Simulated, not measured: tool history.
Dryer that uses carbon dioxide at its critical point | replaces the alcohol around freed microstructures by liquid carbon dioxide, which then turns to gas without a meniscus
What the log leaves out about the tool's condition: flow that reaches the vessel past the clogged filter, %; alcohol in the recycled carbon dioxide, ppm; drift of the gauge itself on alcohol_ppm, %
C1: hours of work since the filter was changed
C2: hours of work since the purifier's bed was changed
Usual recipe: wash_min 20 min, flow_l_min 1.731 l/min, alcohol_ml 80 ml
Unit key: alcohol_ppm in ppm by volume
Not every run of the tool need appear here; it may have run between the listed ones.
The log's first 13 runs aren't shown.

run 14 hour=216.7 | wash_min=20 flow_l_min=1.731 alcohol_ml=43 | C1=336 C2=352 | alcohol_ppm=79
run 15 hour=235.3 | wash_min=20 flow_l_min=1.731 alcohol_ml=43 | C1=346 C2=362 | alcohol_ppm=84
run 16 hour=257.9 | wash_min=14 flow_l_min=2.67 alcohol_ml=80 | C1=357 C2=373 | alcohol_ppm=66
run 17 hour=268.6 | wash_min=16 flow_l_min=1.38 alcohol_ml=80 | C1=363 C2=379 | alcohol_ppm=190
run 18 hour=293 | wash_min=23 flow_l_min=1.11 alcohol_ml=80 | C1=375 C2=391 | alcohol_ppm=140
run 19 hour=318.5 | wash_min=23 flow_l_min=1.6 alcohol_ml=77 | C1=388 C2=404 | alcohol_ppm=74
run 20 hour=335.4 | wash_min=30 flow_l_min=2.3 alcohol_ml=106 | C1=397 C2=413 | alcohol_ppm=80
run 21 hour=351.3 | wash_min=12 flow_l_min=2.3 alcohol_ml=106 | C1=405 C2=421 | alcohol_ppm=124
run 22 hour=370 | wash_min=12 flow_l_min=2.3 alcohol_ml=106 | C1=415 C2=431 | alcohol_ppm=121
run 23 hour=394.7 | wash_min=20 flow_l_min=1.58 alcohol_ml=22 | C1=427 C2=444 | alcohol_ppm=89
run 24 hour=409.8 | wash_min=13 flow_l_min=1.77 alcohol_ml=70 | C1=435 C2=451 | alcohol_ppm=176
run 25 hour=434.9 | wash_min=13 flow_l_min=1.08 alcohol_ml=54 | C1=448 C2=464 | alcohol_ppm=684
run 26 hour=454.5 | wash_min=13 flow_l_min=1.08 alcohol_ml=54 | C1=458 C2=474 | alcohol_ppm=705
run 27 hour=468.6 | wash_min=20 flow_l_min=1.731 alcohol_ml=45 | C1=465 C2=481 | alcohol_ppm=98
-- hour=471.7 inlet filter changed
run 28 hour=489.2 | wash_min=20 flow_l_min=1.731 alcohol_ml=45 | C1=9 C2=492 | alcohol_ppm=86
run 29 hour=501.8 | wash_min=20 flow_l_min=1.731 alcohol_ml=45 | C1=15 C2=498 | alcohol_ppm=100
run 30 hour=523.3 | wash_min=21 flow_l_min=2.06 alcohol_ml=42 | C1=27 C2=509 | alcohol_ppm=97

Below are 5 alternative next runs, each starting from the tool's condition after run 30. Predict each:
run A hour=542.6 | wash_min=20 flow_l_min=1.42 alcohol_ml=80 | C1=36 C2=519 | alcohol_ppm=?
run B hour=542.6 | wash_min=21 flow_l_min=1.71 alcohol_ml=78 | C1=36 C2=519 | alcohol_ppm=?
run C hour=542.6 | wash_min=21 flow_l_min=1.65 alcohol_ml=80 | C1=36 C2=519 | alcohol_ppm=?
run D hour=542.6 | wash_min=21 flow_l_min=2.06 alcohol_ml=82 | C1=36 C2=519 | alcohol_ppm=?
run E hour=542.6 | wash_min=28 flow_l_min=1.38 alcohol_ml=80 | C1=36 C2=519 | alcohol_ppm=?

run=A alcohol_ppm=115
run=B alcohol_ppm=104
run=C alcohol_ppm=93
run=D alcohol_ppm=100
run=E alcohol_ppm=99
What these runs would have given with no unlogged condition in the tool:
run=A alcohol_ppm=22
run=B alcohol_ppm=12
run=C alcohol_ppm=0
run=D alcohol_ppm=10
run=E alcohol_ppm=9
